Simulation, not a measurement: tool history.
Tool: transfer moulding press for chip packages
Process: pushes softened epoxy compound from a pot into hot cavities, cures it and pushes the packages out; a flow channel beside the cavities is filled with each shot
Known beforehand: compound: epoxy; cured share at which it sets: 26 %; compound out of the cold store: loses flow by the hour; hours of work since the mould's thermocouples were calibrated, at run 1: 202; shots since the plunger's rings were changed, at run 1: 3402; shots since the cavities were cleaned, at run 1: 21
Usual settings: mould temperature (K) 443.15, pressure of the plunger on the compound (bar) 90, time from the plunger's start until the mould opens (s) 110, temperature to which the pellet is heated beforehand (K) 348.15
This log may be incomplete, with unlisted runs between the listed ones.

run	day	mould temperature (K)	pressure of the plunger on the compound (bar)	time from the plunger's start until the mould opens (s)	temperature to which the pellet is heated beforehand (K)	hours of work since the mould's thermocouples were calibrated	shots since the plunger's rings were changed	shots since the cavities were cleaned	incoming compound's hours out of the cold store	length that the compound runs in the flow channel (mm)	greatest force on the pins that push the packages out (N)
1	0	443.15	90	110	348.15	202	3402	21	32.6	721	432
2	1.692	443.15	90	110	348.15	232	3922	541	27.8	756	422
# day 2.125: cavities cleaned with cleaning compound and waxed
3	2.5	443.15	90	110	348.15	246	4151	115	26	758	430
# day 4.304: cavities cleaned with cleaning compound and waxed
4	4.304	443.15	90	110	347.15	278	4686	0	14.5	825	439
5	5.225	446.15	90	110	347.15	294	4968	282	40.8	678	384
6	6.15	446.15	88.2	110	347.15	311	5253	567	23	762	391
# day 6.529: cavities cleaned with cleaning compound and waxed
# day 7.838: plunger's sealing rings changed
7	8	443.15	90	110	348.15	342	51	421	30.4	747	432
# day 8.838: cavities cleaned with cleaning compound and waxed
8	9.504	443.15	90	110	338.15	368	492	204	34.8	723	422
9	10.896	443.15	90	110	342.15	393	920	632	15.2	821	449
# day 11.1: cavities cleaned with cleaning compound and waxed
10	12.625	440.15	80.1	131	354.15	424	1432	469	28	725	416
# day 13.333: cavities cleaned with cleaning compound and waxed
# day 14.283: mould's thermocouples calibrated
11	14.3	439.15	90	110	348.15	0	1902	272	35.4	724	528
12	15.479	439.15	97.2	110	348.15	22	2263	633	15.7	862	554

Run 13, settings as shown, results not yet in. Your forecast:
# day 15.646: cavities cleaned with cleaning compound and waxed
13	17.246	435.15	90	110	349.15	53	2786	491	43	?	?

{"run 13": {"length that the compound runs in the flow channel (mm)": 715, "greatest force on the pins that push the packages out (N)": 688}}
With no hidden state in the tool, this same run would have given length that the compound runs in the flow channel (mm) 715, greatest force on the pins that push the packages out (N) 681.

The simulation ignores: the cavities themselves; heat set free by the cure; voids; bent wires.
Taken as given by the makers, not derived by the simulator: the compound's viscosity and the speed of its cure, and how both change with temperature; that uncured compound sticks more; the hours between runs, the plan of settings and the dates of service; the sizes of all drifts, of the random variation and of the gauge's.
